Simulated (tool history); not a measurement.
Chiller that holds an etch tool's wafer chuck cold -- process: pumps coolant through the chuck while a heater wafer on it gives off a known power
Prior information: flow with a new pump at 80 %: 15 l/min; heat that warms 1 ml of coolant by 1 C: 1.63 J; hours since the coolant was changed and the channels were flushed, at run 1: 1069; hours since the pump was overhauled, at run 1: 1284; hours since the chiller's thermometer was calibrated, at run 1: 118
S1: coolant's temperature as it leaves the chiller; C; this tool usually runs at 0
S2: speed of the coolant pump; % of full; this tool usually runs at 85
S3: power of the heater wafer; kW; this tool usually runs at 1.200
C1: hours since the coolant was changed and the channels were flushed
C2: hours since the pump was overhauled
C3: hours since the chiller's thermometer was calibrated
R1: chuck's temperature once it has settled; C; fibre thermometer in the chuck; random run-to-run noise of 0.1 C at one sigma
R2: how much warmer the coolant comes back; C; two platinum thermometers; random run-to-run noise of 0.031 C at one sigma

Run 1, hour 0.0: usual settings; C1 1069; C2 1284; C3 118. Result: R1 10.9 C, R2 2.74 C.
Run 2, hour 21.7: usual settings; C1 1090; C2 1305; C3 140. Result: R1 10.7 C, R2 2.82 C.
Run 3, hour 55.5: usual settings; C1 1124; C2 1339; C3 174. Result: R1 10.6 C, R2 2.84 C.
Run 4, hour 79.2: usual settings but S1 5 C; C1 1148; C2 1363; C3 197. Result: R1 15.7 C, R2 2.83 C.
Run 5, hour 112.8: usual settings but S1 -9 C; C1 1182; C2 1396; C3 231. Result: R1 1.5 C, R2 2.84 C.
Run 6, hour 129.1: usual settings but S1 -4 C; C1 1198; C2 1413; C3 247. Result: R1 6.6 C, R2 2.85 C.
Run 7, hour 154.6: usual settings but S1 -4 C; C1 1223; C2 1438; C3 273. Result: R1 6.9 C, R2 2.82 C.
Run 8, hour 189.6: usual settings but S3 0.726 kW; C1 1258; C2 1473; C3 308. Result: R1 6.2 C, R2 1.74 C.
Run 9, hour 214.6: usual settings but S1 -2 C; C1 1283; C2 1498; C3 333. Result: R1 8.5 C, R2 2.90 C.
Run 10, hour 246.8: usual settings but S3 1.044 kW; C1 1316; C2 1530; C3 365. Result: R1 9.3 C, R2 2.44 C.
Run 11, hour 278.6: usual settings but S2 74 % of full, S3 1.044 kW; C1 1347; C2 1562; C3 397. Result: R1 10.4 C, R2 2.80 C.
Run 12, hour 302.0: usual settings but S2 86 % of full; C1 1371; C2 1586; C3 420. Result: R1 10.5 C, R2 2.86 C.
Run 13, hour 335.9: usual settings but S2 86 % of full; C1 1405; C2 1619; C3 454. Result: R1 10.6 C, R2 2.76 C.
Run 14, hour 369.4: usual settings but S3 1.601 kW; C1 1438; C2 1653; C3 488. Result: R1 14.2 C, R2 3.83 C.
Run 15, hour 395.2: usual settings; C1 1464; C2 1679; C3 513. Result: R1 10.6 C, R2 2.80 C.
Run 16, hour 416.5: usual settings; C1 1485; C2 1700; C3 535. Result: R1 10.8 C, R2 2.88 C.
Run 17, hour 444.9: usual settings; C1 1514; C2 1728; C3 563. Result: R1 10.8 C, R2 2.80 C.
Run 18, hour 469.4: usual settings but S1 -8 C, S2 76 % of full, S3 1.351 kW; C1 1538; C2 1753; C3 588. Result: R1 5.5 C, R2 3.54 C.
Run 19, hour 499.6: usual settings but S1 -8 C, S2 70 % of full, S3 0.673 kW; C1 1568; C2 1783; C3 618. Result: R1 -0.8 C, R2 1.93 C.
Run 20, hour 521.3: usual settings but S1 -8 C, S2 70 % of full, S3 0.673 kW; C1 1590; C2 1805; C3 640. Result: R1 -1.1 C, R2 1.98 C.
Run 21, hour 558.7: usual settings but S1 -8 C, S2 83 % of full, S3 0.971 kW; C1 1627; C2 1842; C3 677. Result: R1 0.8 C, R2 2.33 C.
Run 22, hour 579.3: usual settings but S1 6 C, S2 72 % of full, S3 0.669 kW; C1 1648; C2 1863; C3 698. Result: R1 13.1 C, R2 1.83 C.
Run 23, hour 600.7: usual settings but S1 6 C, S2 72 % of full, S3 0.669 kW; C1 1669; C2 1884; C3 719. Result: R1 13.0 C, R2 1.90 C.
Run 24, hour 618.8: usual settings but S1 -8 C, S2 61 % of full, S3 1.224 kW; C1 1688; C2 1902; C3 737. Result: R1 6.7 C, R2 4.05 C.
Run 25, hour 647.2: usual settings but S1 -8 C, S2 61 % of full, S3 1.224 kW; C1 1716; C2 1931; C3 765. Result: R1 6.6 C, R2 4.07 C.
Run 26, hour 668.5: usual settings but S1 1 C, S3 0.663 kW; C1 1737; C2 1952; C3 787. Result: R1 7.2 C, R2 1.59 C.
Run 27, hour 706.4: usual settings but S1 -8 C, S2 75 % of full, S3 0.609 kW; C1 1775; C2 1990; C3 825. Result: R1 -1.7 C, R2 1.61 C.
Run 28, hour 734.0: usual settings but S1 8 C, S2 75 % of full, S3 1.105 kW; C1 1803; C2 2018; C3 852. Result: R1 19.2 C, R2 2.96 C.
Run 29, hour 771.4: usual settings but S2 62 % of full; C1 1840; C2 2055; C3 890. Result: R1 14.2 C, R2 3.89 C.
Run 30, hour 801.7: usual settings but S1 10 C, S2 98 % of full; C1 1870; C2 2085; C3 920. Result: R1 19.6 C, R2 2.49 C.
Run 31, hour 836.9: usual settings but S1 10 C, S2 69 % of full, S3 0.969 kW; C1 1906; C2 2120; C3 955. Result: R1 20.5 C, R2 2.85 C.

3 options for the next run, each taken on its own from the tool as it stands now. Forecast them:
Run A, hour 867.4: usual settings but S1 -6 C, S2 82 % of full, S3 0.989 kW; C1 1936; C2 2151; C3 986. Result: R1 ?, R2 ?.
Run B, hour 867.4: usual settings but S2 81 % of full, S3 0.811 kW; C1 1936; C2 2151; C3 986. Result: R1 ?, R2 ?.
Run C, hour 867.4: usual settings but S1 10 C, S2 81 % of full, S3 0.969 kW; C1 1936; C2 2151; C3 986. Result: R1 ?, R2 ?.

run    R1    R2
  A   3.2  2.36
  B   8.0  2.08
  C  19.3  2.33
Without the tool's unlogged condition, the same runs would have read:
run    R1    R2
  A   2.7  2.28
  B   7.5  2.02
  C  18.8  2.26

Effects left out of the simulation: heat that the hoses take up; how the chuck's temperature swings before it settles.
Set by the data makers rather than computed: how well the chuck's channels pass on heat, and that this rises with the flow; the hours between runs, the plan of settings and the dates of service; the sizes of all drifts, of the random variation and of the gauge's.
